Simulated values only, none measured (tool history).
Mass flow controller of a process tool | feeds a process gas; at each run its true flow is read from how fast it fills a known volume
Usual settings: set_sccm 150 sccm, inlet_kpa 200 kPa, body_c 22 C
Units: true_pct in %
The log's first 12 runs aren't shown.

run	day	set_sccm	inlet_kpa	body_c	hours of work since the controller was set to zero	hours of work since the controller was changed	true_pct
13	29.621	150	200	34	2688	2688	97.30
14	31.333	150	200	34	2719	2719	97.16
15	33.683	150	256	22	2762	2762	96.69
16	37.012	150	256	22	2823	2823	96.60
17	38.792	150	256	22	2855	2855	96.47
18	41.338	150	256	22	2901	2901	96.28
19	43.975	273	256	22	2949	2949	97.10
20	45.400	150	154	23	2975	2975	96.63
21	47.071	150	154	23	3005	3005	96.60
# day 49.721: gauge calibrated
22	50.029	113	243	22	3059	3059	97.44
23	52.571	104	257	23	3105	3105	97.19
24	54.683	184	185	29	3144	3144	98.05
25	57.800	184	200	30	3200	3200	98.08
26	60.200	184	200	30	3244	3244	97.89
27	61.946	62	157	22	3276	3276	96.97
28	64.429	161	200	28	3321	3321	97.61
29	66.838	100	145	37	3365	3365	97.49
30	70.058	100	145	37	3423	3423	97.42
31	73.433	150	266	26	3484	3484	97.01
32	76.142	202	266	30	3534	3534	97.41
33	79.067	202	147	34	3587	3587	97.71

Forecast each of these 3 alternatives for the next run:
A	81.392	275	161	34	3629	3629	?
B	81.392	326	147	34	3629	3629	?
C	81.392	408	161	24	3629	3629	?

run	true_pct
A	98.01
B	98.43
C	98.60
Without the tool's hidden state the same runs would have given:
run	true_pct
A	98.93
B	99.35
C	99.52
